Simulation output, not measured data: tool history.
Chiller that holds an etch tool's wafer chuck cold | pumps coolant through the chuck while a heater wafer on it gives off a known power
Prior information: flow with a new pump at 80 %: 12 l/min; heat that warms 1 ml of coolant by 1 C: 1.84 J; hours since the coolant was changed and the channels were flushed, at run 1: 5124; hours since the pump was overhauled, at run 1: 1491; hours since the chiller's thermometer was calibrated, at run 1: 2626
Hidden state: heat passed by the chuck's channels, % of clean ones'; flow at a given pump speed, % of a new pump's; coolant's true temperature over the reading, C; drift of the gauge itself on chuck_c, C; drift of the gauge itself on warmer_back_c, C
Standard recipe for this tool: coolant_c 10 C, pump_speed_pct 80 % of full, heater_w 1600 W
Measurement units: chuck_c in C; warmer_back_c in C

| run | hour | coolant_c | pump_speed_pct | heater_w | hours since the coolant was changed and the channels were flushed | hours since the pump was overhauled | hours since the chiller's thermometer was calibrated | chuck_c | warmer_back_c |
|---|---|---|---|---|---|---|---|---|---|
| 1 | 0 | 10 | 80 | 1600 | 5124 | 1491 | 2626 | 27.5 | 4.52 |
| 2 | 63.4 | 10 | 85 | 1600 | 5187 | 1554 | 2690 | 26.7 | 4.17 |
| 3 | 137.2 | 10 | 85 | 1600 | 5261 | 1628 | 2763 | 26.8 | 4.31 |
| 4 | 213.6 | 10 | 85 | 1600 | 5337 | 1705 | 2840 | 26.7 | 4.36 |
| 5 | 296.1 | 10 | 80 | 1600 | 5420 | 1787 | 2922 | 27.9 | 4.56 |
| 6 | 373.7 | 10 | 80 | 1893 | 5498 | 1865 | 3000 | 31.2 | 5.4 |
| 7 | 452.1 | 10 | 96 | 1893 | 5576 | 1943 | 3078 | 28 | 4.52 |
| 8 | 520.4 | 10 | 96 | 1893 | 5644 | 2011 | 3147 | 28.2 | 4.5 |
| 9 | 577.3 | 10 | 96 | 1893 | 5701 | 2068 | 3204 | 28.1 | 4.54 |
| 10 | 659.8 | 10 | 96 | 1893 | 5784 | 2151 | 3286 | 28.1 | 4.48 |
| 11 | 709.5 | 10 | 96 | 1893 | 5833 | 2201 | 3336 | 28.4 | 4.58 |
| 12 | 782.4 | 10 | 96 | 1893 | 5906 | 2273 | 3409 | 28.4 | 4.59 |
| 13 | 847.7 | 10 | 96 | 1893 | 5972 | 2339 | 3474 | 28.7 | 4.53 |
| 14 | 915.6 | 10 | 80 | 1600 | 6040 | 2407 | 3542 | 28.5 | 4.62 |
| 15 | 959.2 | 10 | 80 | 1600 | 6083 | 2450 | 3585 | 28.7 | 4.63 |
|  | 965.7 | chiller's thermometer calibrated |
| 16 | 1043.5 | 10 | 80 | 1600 | 6166 | 2534 | 78 | 28.7 | 4.68 |
| 17 | 1116 | 12 | 80 | 1268 | 6239 | 2606 | 150 | 27 | 3.7 |
|  | 1166.1 | chiller's thermometer calibrated, once more |
| 18 | 1168.2 | 10 | 80 | 1108 | 6290 | 2657 | 2 | 22.8 | 3.24 |
|  | 1194.6 | coolant changed, channels flushed |
| 19 | 1208.5 | 10 | 85 | 995 | 14 | 2692 | 36 | 19.5 | 2.7 |
| 20 | 1289.3 | 9 | 83 | 995 | 95 | 2772 | 117 | 18.5 | 2.8 |
| 21 | 1355.8 | 12 | 90 | 2279 | 161 | 2839 | 184 | 32.5 | 5.84 |
| 22 | 1411.6 | 10 | 80 | 915 | 217 | 2895 | 239 | 19.2 | 2.66 |
| 23 | 1478.1 | 2 | 79 | 2018 | 284 | 2961 | 306 | 22.6 | 5.99 |
| 24 | 1535.6 | 2 | 70 | 1484 | 341 | 3019 | 363 | 18.9 | 5.05 |
| 25 | 1574.2 | 18 | 80 | 852 | 380 | 3057 | 402 | 26.5 | 2.52 |
| 26 | 1609.6 | 17 | 78 | 821 | 415 | 3093 | 437 | 25.7 | 2.47 |
| 27 | 1675.9 | 10 | 80 | 2054 | 481 | 3159 | 504 | 30.6 | 6.1 |
| 28 | 1727.9 | 10 | 80 | 2054 | 533 | 3211 | 556 | 31 | 6.01 |
| 29 | 1787.5 | 10 | 80 | 2054 | 593 | 3271 | 615 | 30.8 | 6.04 |
| 30 | 1828.7 | 10 | 80 | 2054 | 634 | 3312 | 657 | 30.9 | 6.01 |
| 31 | 1882.7 | 10 | 89 | 1204 | 688 | 3366 | 711 | 21.1 | 3.21 |

A few steps of chuck_c between consecutive runs. Split each: what settings, incoming material and random variation would produce without the hidden state, and what is left over for the hidden state, along with gauge scatter present in only one of the two compared results (measured, and without hidden state):
Run 18 -> 19: pump_speed_pct 80 -> 85, heater_w 1108 -> 995, coolant changed, channels flushed. chuck_c -3.3 C: hidden state -1.8, all else -1.5.
Run 20 -> 21: coolant_c 9 -> 12, pump_speed_pct 83 -> 90, heater_w 995 -> 2279. chuck_c +14 C: hidden state +0.8, all else +13.2.
Run 21 -> 22: coolant_c 12 -> 10, pump_speed_pct 90 -> 80, heater_w 2279 -> 915. chuck_c -13.3 C: hidden state -0.7, all else -12.6.
Run 22 -> 23: coolant_c 10 -> 2, pump_speed_pct 80 -> 79, heater_w 915 -> 2018. chuck_c +3.4 C: hidden state +0.9, all else +2.5.
Run 26 -> 27: coolant_c 17 -> 10, pump_speed_pct 78 -> 80, heater_w 821 -> 2054. chuck_c +4.9 C: hidden state +1, all else +3.9.
Run 30 -> 31: pump_speed_pct 80 -> 89, heater_w 2054 -> 1204. chuck_c -9.8 C: hidden state -0.8, all else -9.
